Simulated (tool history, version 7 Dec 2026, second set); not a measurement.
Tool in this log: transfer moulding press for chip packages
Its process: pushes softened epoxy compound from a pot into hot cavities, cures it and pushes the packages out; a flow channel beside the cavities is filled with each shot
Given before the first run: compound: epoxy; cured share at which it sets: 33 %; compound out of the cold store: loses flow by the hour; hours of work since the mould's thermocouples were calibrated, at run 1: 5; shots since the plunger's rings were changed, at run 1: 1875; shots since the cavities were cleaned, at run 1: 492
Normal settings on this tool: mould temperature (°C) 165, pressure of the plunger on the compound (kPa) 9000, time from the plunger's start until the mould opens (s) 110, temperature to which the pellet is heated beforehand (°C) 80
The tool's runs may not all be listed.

run,hour,mould temperature (°C),pressure of the plunger on the compound (kPa),time from the plunger's start until the mould opens (s),temperature to which the pellet is heated beforehand (°C),hours of work since the mould's thermocouples were calibrated,shots since the plunger's rings were changed,shots since the cavities were cleaned,incoming compound's hours out of the cold store,length that the compound runs in the flow channel (mm),greatest force on the pins that push the packages out (N)
1,0.0,165,9000,110,80,5,1875,492,41.4,568,316
# hour 7.7: cavities cleaned with cleaning compound and waxed
2,20.1,165,9000,110,80,20,2100,150,31.3,590,304
3,38.2,165,9000,110,80,34,2319,369,18.6,630,314
4,46.4,165,9000,110,80,40,2417,467,38.4,572,332
# hour 55.3: cavities cleaned with cleaning compound and waxed
5,58.4,165,9000,110,80,48,2544,37,29.3,602,314
6,70.4,165,9000,110,80,58,2690,183,29.0,602,331
7,79.7,165,9000,110,80,65,2802,295,33.5,589,303
8,88.3,165,9000,110,80,72,2905,398,34.9,582,309
# hour 103.4: cavities cleaned with cleaning compound and waxed
9,105.6,165,9000,110,80,84,3096,26,36.1,584,317
10,117.4,165,9000,110,80,94,3239,169,22.8,615,318
11,127.7,165,9000,110,80,102,3363,293,35.9,577,297
12,144.8,165,9000,110,80,115,3570,500,24.8,611,319
# hour 151.9: cavities cleaned with cleaning compound and waxed
13,154.1,165,9000,110,80,121,3664,26,41.5,558,302
14,166.9,165,7040,110,80,131,3819,181,30.6,526,309
15,183.9,165,8000,136,87,145,4025,387,32.6,560,298
# hour 200.0: cavities cleaned with cleaning compound and waxed
16,200.1,167,8000,136,87,156,4202,1,30.1,550,301
17,210.6,167,8000,111,87,164,4328,127,18.9,588,304
18,221.2,160,8180,111,81,173,4457,256,13.4,645,369
# hour 227.9: plunger's sealing rings changed
19,236.7,163,9000,123,80,183,107,413,31.6,611,312
20,246.9,163,9000,123,80,191,230,536,13.6,654,316
# hour 250.0: cavities cleaned with cleaning compound and waxed
21,264.0,163,9040,104,72,203,419,169,35.4,594,341
22,278.2,163,7440,104,79,214,590,340,28.2,565,352
# hour 297.5: cavities cleaned with cleaning compound and waxed
23,297.5,158,7340,98,84,228,806,0,46.2,523,453
24,308.3,164,9300,140,85,237,936,130,19.9,633,309
25,319.4,164,9300,140,85,245,1070,264,36.8,599,308
26,331.8,166,9000,135,80,255,1220,414,42.5,561,305
# hour 346.3: cavities cleaned with cleaning compound and waxed
27,351.7,165,7370,110,84,270,1442,65,20.7,564,328
28,364.1,165,9000,110,80,279,1591,214,14.3,642,328

Below are 4 alternative next runs, each starting from the tool's condition after run 28. Predict each:
A,374.4,167,9000,98,73,287,1716,339,39.2,?,?
B,374.4,166,10020,110,82,287,1716,339,23.9,?,?
C,374.4,167,9000,115,88,287,1716,339,12.5,?,?
D,374.4,163,7560,122,80,287,1716,339,36.8,?,?

run,length that the compound runs in the flow channel (mm),greatest force on the pins that push the packages out (N)
A,567,319
B,664,323
C,647,301
D,550,319
Had the tool no hidden state, the same runs would have come out as:
run,length that the compound runs in the flow channel (mm),greatest force on the pins that push the packages out (N)
A,567,317
B,664,321
C,648,299
D,551,317

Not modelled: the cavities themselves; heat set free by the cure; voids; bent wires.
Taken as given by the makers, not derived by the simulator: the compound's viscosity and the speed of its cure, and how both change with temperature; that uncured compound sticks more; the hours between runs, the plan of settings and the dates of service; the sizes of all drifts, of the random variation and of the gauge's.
